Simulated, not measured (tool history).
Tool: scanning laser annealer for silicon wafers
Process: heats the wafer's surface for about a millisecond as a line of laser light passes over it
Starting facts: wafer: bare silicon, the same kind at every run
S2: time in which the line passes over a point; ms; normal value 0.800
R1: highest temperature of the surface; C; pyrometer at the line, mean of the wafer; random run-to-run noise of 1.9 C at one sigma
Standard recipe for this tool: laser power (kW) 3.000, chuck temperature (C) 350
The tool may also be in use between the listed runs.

{"run": 1, "hour": 0.0, "laser power (kW)": 3.0, "S2": 0.8, "chuck temperature (C)": 350, "R1": 1040}
{"run": 2, "hour": 18.8, "laser power (kW)": 3.0, "S2": 0.8, "chuck temperature (C)": 350, "R1": 1042}
{"run": 3, "hour": 56.8, "laser power (kW)": 3.0, "S2": 0.8, "chuck temperature (C)": 350, "R1": 1038}
{"run": 4, "hour": 77.2, "laser power (kW)": 3.0, "S2": 0.8, "chuck temperature (C)": 350, "R1": 1034}
{"run": 5, "hour": 97.3, "laser power (kW)": 2.734, "S2": 0.8, "chuck temperature (C)": 350, "R1": 959}
{"run": 6, "hour": 118.5, "laser power (kW)": 3.0, "S2": 0.8, "chuck temperature (C)": 382, "R1": 1067}
{"run": 7, "hour": 138.6, "laser power (kW)": 3.0, "S2": 0.8, "chuck temperature (C)": 372, "R1": 1053}
{"run": 8, "hour": 171.1, "laser power (kW)": 3.0, "S2": 0.783, "chuck temperature (C)": 350, "R1": 1022}
{"run": 9, "hour": 200.2, "laser power (kW)": 3.0, "S2": 0.841, "chuck temperature (C)": 350, "R1": 1050}
{"run": 10, "hour": 230.4, "laser power (kW)": 2.953, "S2": 0.841, "chuck temperature (C)": 350, "R1": 1037}
{"run": 11, "hour": 250.3, "laser power (kW)": 2.953, "S2": 0.841, "chuck temperature (C)": 350, "R1": 1035}
{"run": 12, "hour": 269.5, "laser power (kW)": 3.147, "S2": 0.841, "chuck temperature (C)": 350, "R1": 1088}
{"run": 13, "hour": 315.3, "laser power (kW)": 3.0, "S2": 0.8, "chuck temperature (C)": 350, "R1": 1025}
{"run": 14, "hour": 338.0, "laser power (kW)": 3.0, "S2": 0.8, "chuck temperature (C)": 350, "R1": 1024}
{"run": 15, "hour": 360.0, "laser power (kW)": 2.647, "S2": 0.894, "chuck temperature (C)": 350, "R1": 953}
{"hour": 365.1, "done": "laser's power meter calibrated"}
{"run": 16, "hour": 383.8, "laser power (kW)": 2.647, "S2": 0.894, "chuck temperature (C)": 350, "R1": 958}
{"run": 17, "hour": 420.2, "laser power (kW)": 2.647, "S2": 0.894, "chuck temperature (C)": 350, "R1": 955}
{"run": 18, "hour": 445.9, "laser power (kW)": 2.621, "S2": 0.8, "chuck temperature (C)": 333, "R1": 890}
{"run": 19, "hour": 473.5, "laser power (kW)": 2.621, "S2": 0.8, "chuck temperature (C)": 333, "R1": 894}
{"run": 20, "hour": 505.3, "laser power (kW)": 3.006, "S2": 0.608, "chuck temperature (C)": 317, "R1": 896}
{"run": 21, "hour": 541.7, "laser power (kW)": 3.0, "S2": 0.8, "chuck temperature (C)": 345, "R1": 1008}
{"hour": 557.4, "done": "window over the wafer cleaned"}
{"hour": 586.1, "done": "laser's power meter calibrated, once more"}
{"run": 22, "hour": 593.0, "laser power (kW)": 2.765, "S2": 0.8, "chuck temperature (C)": 345, "R1": 998}
{"run": 23, "hour": 617.8, "laser power (kW)": 2.765, "S2": 0.8, "chuck temperature (C)": 345, "R1": 996}
{"run": 24, "hour": 648.5, "laser power (kW)": 2.765, "S2": 0.8, "chuck temperature (C)": 345, "R1": 996}
{"run": 25, "hour": 673.0, "laser power (kW)": 3.0, "S2": 0.903, "chuck temperature (C)": 375, "R1": 1145}
{"run": 26, "hour": 691.6, "laser power (kW)": 3.232, "S2": 0.651, "chuck temperature (C)": 350, "R1": 1065}

A few steps of R1 between consecutive runs. Split each: what settings, incoming material and random variation would produce without the hidden state, and what is left over for the hidden state, along with gauge scatter present in only one of the two compared results (measured, and without hidden state):
What the log doesn't record here: light that passes the window, % of a clean one's; laser's true power over the reading, %; width of the line over the set one, %; drift of the gauge itself on peak_c, C.
Run 20 -> 21: laser power (kW) 3.006 -> 3.000, S2 0.608 -> 0.800, chuck temperature (C) 317 -> 345. R1 +112 C: hidden state -11, all else +123.
Run 21 -> 22: laser power (kW) 3.000 -> 2.765, window over the wafer cleaned, laser's power meter calibrated, once more. R1 -10 C: hidden state +63, all else -73.
Run 24 -> 25: laser power (kW) 2.765 -> 3.000, S2 0.800 -> 0.903, chuck temperature (C) 345 -> 375. R1 +149 C: hidden state -4, all else +153.
